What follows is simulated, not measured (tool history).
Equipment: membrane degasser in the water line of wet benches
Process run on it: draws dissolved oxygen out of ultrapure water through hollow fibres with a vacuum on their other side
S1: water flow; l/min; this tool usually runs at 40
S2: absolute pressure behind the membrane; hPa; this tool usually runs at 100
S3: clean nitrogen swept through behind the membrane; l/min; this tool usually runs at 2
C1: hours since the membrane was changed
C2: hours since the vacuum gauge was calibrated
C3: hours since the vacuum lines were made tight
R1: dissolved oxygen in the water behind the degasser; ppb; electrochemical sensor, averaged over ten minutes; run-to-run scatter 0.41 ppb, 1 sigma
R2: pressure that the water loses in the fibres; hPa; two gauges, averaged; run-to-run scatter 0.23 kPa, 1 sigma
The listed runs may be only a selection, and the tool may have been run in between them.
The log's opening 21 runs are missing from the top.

run,hour,S1,S2,S3,C1,C2,C3,R1,R2
22,3075.9,31,155,2,7219,5854,4694,417.8,456.6
23,3159.5,31,155,2,7303,5938,4778,418.1,454.7
# hour 3210.5: vacuum gauge calibrated
24,3327.3,31,155,2,7470,117,4945,416.5,455.4
25,3413.6,31,155,2,7557,203,5031,417.1,452.5
26,3551.7,31,202,3.97,7695,341,5169,307.7,452.1
27,3645,26,84,2,7788,435,5262,154.4,378.3
28,3807.3,31,83,1.95,7950,597,5425,181.9,450.8
29,3933.8,31,83,1.95,8077,723,5551,181.9,454.4
30,4058.1,25,208,1.95,8201,848,5676,496.1,367.7
31,4182.4,54,230,2,8325,972,5800,1026.8,790
32,4338.3,29,181,1.22,8481,1128,5956,714.8,424.5

Below are 4 alternative next runs, each starting from the tool's condition after run 32. Predict each:
A,4418.4,32,161,1.83,8561,1208,6036,?,?
B,4418.4,36,221,1.57,8561,1208,6036,?,?
C,4418.4,40,208,2,8561,1208,6036,?,?
D,4418.4,35,100,2,8561,1208,6036,?,?

run,R1,R2
A,483.6,468
B,862.9,524.5
C,724.8,582.9
D,262.1,512.4
With no hidden state in the tool, these same runs would have given:
run,R1,R2
A,483.6,467.5
B,862.8,524
C,724.7,582.3
D,262.1,511.9

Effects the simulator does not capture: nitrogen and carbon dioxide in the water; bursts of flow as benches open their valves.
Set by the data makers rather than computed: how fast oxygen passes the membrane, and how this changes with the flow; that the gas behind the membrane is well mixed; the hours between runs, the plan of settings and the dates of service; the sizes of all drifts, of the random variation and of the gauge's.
